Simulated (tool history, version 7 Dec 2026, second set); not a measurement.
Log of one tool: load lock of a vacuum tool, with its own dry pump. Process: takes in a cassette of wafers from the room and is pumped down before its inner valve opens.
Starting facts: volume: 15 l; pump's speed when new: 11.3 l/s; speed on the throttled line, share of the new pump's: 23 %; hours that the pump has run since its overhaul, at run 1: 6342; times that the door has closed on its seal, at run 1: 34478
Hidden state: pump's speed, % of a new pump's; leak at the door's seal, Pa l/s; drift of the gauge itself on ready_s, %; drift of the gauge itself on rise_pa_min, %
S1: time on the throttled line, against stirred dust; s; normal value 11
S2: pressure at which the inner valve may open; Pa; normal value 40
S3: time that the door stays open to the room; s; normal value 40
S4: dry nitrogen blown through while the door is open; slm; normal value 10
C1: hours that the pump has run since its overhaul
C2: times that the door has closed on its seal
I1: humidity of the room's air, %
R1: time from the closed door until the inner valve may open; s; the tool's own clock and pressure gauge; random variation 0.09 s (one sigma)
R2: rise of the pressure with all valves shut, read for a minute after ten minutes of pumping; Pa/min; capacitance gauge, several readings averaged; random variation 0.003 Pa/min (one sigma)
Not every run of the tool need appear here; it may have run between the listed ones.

run,hour,S1,S2,S3,S4,C1,C2,I1,R1,R2
1,0,11,40,40,10,6342,34478,41,19.48,0.54
2,138.5,11,40,40,10,6480,34877,43.8,19.28,0.544
3,291.9,18,40,40,10,6633,35320,44.4,24.77,0.557
4,532.5,18,40,40,10,6874,36014,44,24.74,0.579
5,665.9,18,65,40,10,7007,36399,47.1,24.02,0.577
6,819.6,14,65,40,10,7161,36842,42.5,21,0.583
7,979.4,14,65,40,10,7321,37303,44.6,20.88,0.608
8,1218.4,14,65,40,10,7560,37993,43.6,21.02,0.625

Forecast run 9:
9,1454.3,9,65,94,10,7796,38673,43,?,?

For run 9 the tool returned R1 17.3 s, R2 0.663 Pa/min.
The same run, on a tool lacking any hidden state, would have yielded R1 16.81 s, R2 0.043 Pa/min.
